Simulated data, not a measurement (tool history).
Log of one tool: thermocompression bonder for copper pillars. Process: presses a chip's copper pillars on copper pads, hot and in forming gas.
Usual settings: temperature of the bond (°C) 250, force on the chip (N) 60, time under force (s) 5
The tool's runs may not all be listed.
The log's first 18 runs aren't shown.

run,day,temperature of the bond (°C),force on the chip (N),time under force (s),force that shears a chip off (N)
19,40.617,250,81,5,43.8
20,42.879,250,39,5,20.7
21,45.242,250,39,5,20.6
22,46.65,250,39,5,20.8
23,49.55,223,76,3,20.7
24,50.867,223,76,3,20.6
25,53.258,256,55,3,27.7
# day 53.867: forming gas filter changed
26,55.046,262,55,8,43.5
27,56.517,262,55,8,44.1
28,59.367,249,75,8,47.3
29,60.633,249,75,8,47.5
30,62.229,249,75,8,47.2
31,64.517,264,40,3,22.2
32,67.042,264,40,3,22.5
33,69.629,255,61,8,42.6
34,71.962,241,61,7,32.9
35,73.421,241,83,7,44
36,75.283,252,47,11,36.1
37,76.521,272,89,15,73.9
38,77.825,272,37,3,23.9
39,79.725,250,48,12,36.2

Forecast each of these 3 alternatives for the next run:
A,82.55,261,57,3,?
B,82.55,257,60,4,?
C,82.55,233,77,13,?

run,force that shears a chip off (N)
A,31.2
B,34.1
C,44.6
Without the tool's hidden state the same runs would have given:
run,force that shears a chip off (N)
A,31.2
B,34.2
C,44.6
